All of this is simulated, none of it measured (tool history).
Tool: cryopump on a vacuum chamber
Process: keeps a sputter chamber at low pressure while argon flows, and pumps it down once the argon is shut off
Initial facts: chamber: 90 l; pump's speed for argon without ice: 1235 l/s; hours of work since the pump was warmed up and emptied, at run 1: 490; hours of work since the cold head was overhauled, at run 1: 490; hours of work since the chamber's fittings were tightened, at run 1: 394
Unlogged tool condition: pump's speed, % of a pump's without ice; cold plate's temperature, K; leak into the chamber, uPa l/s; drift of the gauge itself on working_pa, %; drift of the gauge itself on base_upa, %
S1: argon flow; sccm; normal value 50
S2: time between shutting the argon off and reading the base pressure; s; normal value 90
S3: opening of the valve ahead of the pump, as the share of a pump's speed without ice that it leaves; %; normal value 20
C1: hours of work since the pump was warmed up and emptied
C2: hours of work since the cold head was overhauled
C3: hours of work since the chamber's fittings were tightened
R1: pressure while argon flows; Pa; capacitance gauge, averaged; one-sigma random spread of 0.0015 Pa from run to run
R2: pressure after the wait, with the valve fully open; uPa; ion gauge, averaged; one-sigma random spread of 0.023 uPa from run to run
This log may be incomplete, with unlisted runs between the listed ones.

run 1 day=0.000 | S1=50 S2=90 S3=20 | C1=490 C2=490 C3=394 | R1=0.3540 R2=1.14
-- day=0.546 pump warmed up, emptied and cooled again
run 2 day=3.717 | S1=50 S2=90 S3=20 | C1=49 C2=545 C3=448 | R1=0.3455 R2=1.01
run 3 day=5.238 | S1=45 S2=90 S3=20 | C1=73 C2=568 C3=472 | R1=0.3131 R2=1.09
run 4 day=7.958 | S1=30 S2=90 S3=20 | C1=115 C2=611 C3=514 | R1=0.2081 R2=1.08
run 5 day=9.833 | S1=30 S2=90 S3=20 | C1=144 C2=640 C3=543 | R1=0.2079 R2=1.14
run 6 day=12.483 | S1=50 S2=90 S3=58 | C1=185 C2=681 C3=584 | R1=0.1240 R2=1.12
run 7 day=15.896 | S1=50 S2=208 S3=58 | C1=238 C2=734 C3=637 | R1=0.1241 R2=0.94
run 8 day=17.938 | S1=50 S2=208 S3=58 | C1=270 C2=765 C3=669 | R1=0.1257 R2=0.96
run 9 day=21.000 | S1=50 S2=208 S3=58 | C1=317 C2=813 C3=716 | R1=0.1272 R2=1.03
run 10 day=23.279 | S1=50 S2=208 S3=58 | C1=353 C2=848 C3=752 | R1=0.1279 R2=1.08
run 11 day=26.771 | S1=50 S2=208 S3=58 | C1=407 C2=902 C3=806 | R1=0.1307 R2=1.13
run 12 day=29.150 | S1=50 S2=208 S3=58 | C1=444 C2=939 C3=843 | R1=0.1299 R2=1.14
-- day=32.650 pump warmed up, emptied and cooled again
run 13 day=32.650 | S1=50 S2=90 S3=20 | C1=0 C2=990 C3=894 | R1=0.3436 R2=1.31
run 14 day=34.254 | S1=50 S2=90 S3=20 | C1=25 C2=1015 C3=919 | R1=0.3447 R2=1.32
run 15 day=36.538 | S1=50 S2=36 S3=20 | C1=60 C2=1051 C3=954 | R1=0.3451 R2=2.11
run 16 day=39.942 | S1=50 S2=36 S3=20 | C1=113 C2=1104 C3=1007 | R1=0.3463 R2=2.13
run 17 day=41.950 | S1=50 S2=102 S3=20 | C1=144 C2=1135 C3=1038 | R1=0.3457 R2=1.39
run 18 day=45.200 | S1=32 S2=143 S3=38 | C1=195 C2=1185 C3=1088 | R1=0.1186 R2=1.33
run 19 day=48.258 | S1=34 S2=98 S3=19 | C1=242 C2=1233 C3=1136 | R1=0.2509 R2=1.49
run 20 day=50.567 | S1=50 S2=153 S3=20 | C1=278 C2=1268 C3=1172 | R1=0.3499 R2=1.46
run 21 day=53.812 | S1=89 S2=153 S3=54 | C1=328 C2=1319 C3=1222 | R1=0.2407 R2=1.47
run 22 day=55.829 | S1=89 S2=153 S3=54 | C1=360 C2=1350 C3=1253 | R1=0.2448 R2=1.48
run 23 day=59.062 | S1=89 S2=21 S3=54 | C1=410 C2=1400 C3=1304 | R1=0.2466 R2=3.31
run 24 day=61.429 | S1=50 S2=63 S3=22 | C1=447 C2=1437 C3=1340 | R1=0.3225 R2=1.92
-- day=64.742 pump warmed up, emptied and cooled again
run 25 day=64.942 | S1=63 S2=90 S3=48 | C1=3 C2=1488 C3=1392 | R1=0.1815 R2=1.57
run 26 day=66.462 | S1=30 S2=36 S3=20 | C1=27 C2=1512 C3=1415 | R1=0.2064 R2=2.35
run 27 day=69.750 | S1=30 S2=36 S3=20 | C1=78 C2=1563 C3=1466 | R1=0.2064 R2=2.42
run 28 day=72.517 | S1=78 S2=44 S3=40 | C1=121 C2=1606 C3=1509 | R1=0.2734 R2=2.20
run 29 day=76.071 | S1=37 S2=65 S3=22 | C1=176 C2=1661 C3=1564 | R1=0.2357 R2=1.97
run 30 day=77.558 | S1=88 S2=65 S3=42 | C1=199 C2=1684 C3=1587 | R1=0.2976 R2=2.01
run 31 day=80.967 | S1=50 S2=35 S3=30 | C1=252 C2=1737 C3=1640 | R1=0.2359 R2=2.59
run 32 day=82.704 | S1=50 S2=35 S3=30 | C1=279 C2=1764 C3=1667 | R1=0.2356 R2=2.73
run 33 day=84.517 | S1=53 S2=209 S3=30 | C1=307 C2=1792 C3=1695 | R1=0.2510 R2=1.70
run 34 day=87.467 | S1=50 S2=20 S3=21 | C1=353 C2=1838 C3=1741 | R1=0.3355 R2=3.64

Alternative continuations, all from the tool just after run 34; predict every row:
run A day=89.917 | S1=50 S2=89 S3=28 | C1=391 C2=1876 C3=1779 | R1=? R2=?
run B day=89.917 | S1=34 S2=20 S3=21 | C1=391 C2=1876 C3=1779 | R1=? R2=?
run C day=89.917 | S1=50 S2=20 S3=24 | C1=391 C2=1876 C3=1779 | R1=? R2=?

run=A R1=0.2542 R2=2.12
run=B R1=0.2270 R2=3.62
run=C R1=0.2959 R2=3.70
Without the tool's hidden state the same runs would have given:
run=A R1=0.2431 R2=0.71
run=B R1=0.2195 R2=2.26
run=C R1=0.2848 R2=2.31

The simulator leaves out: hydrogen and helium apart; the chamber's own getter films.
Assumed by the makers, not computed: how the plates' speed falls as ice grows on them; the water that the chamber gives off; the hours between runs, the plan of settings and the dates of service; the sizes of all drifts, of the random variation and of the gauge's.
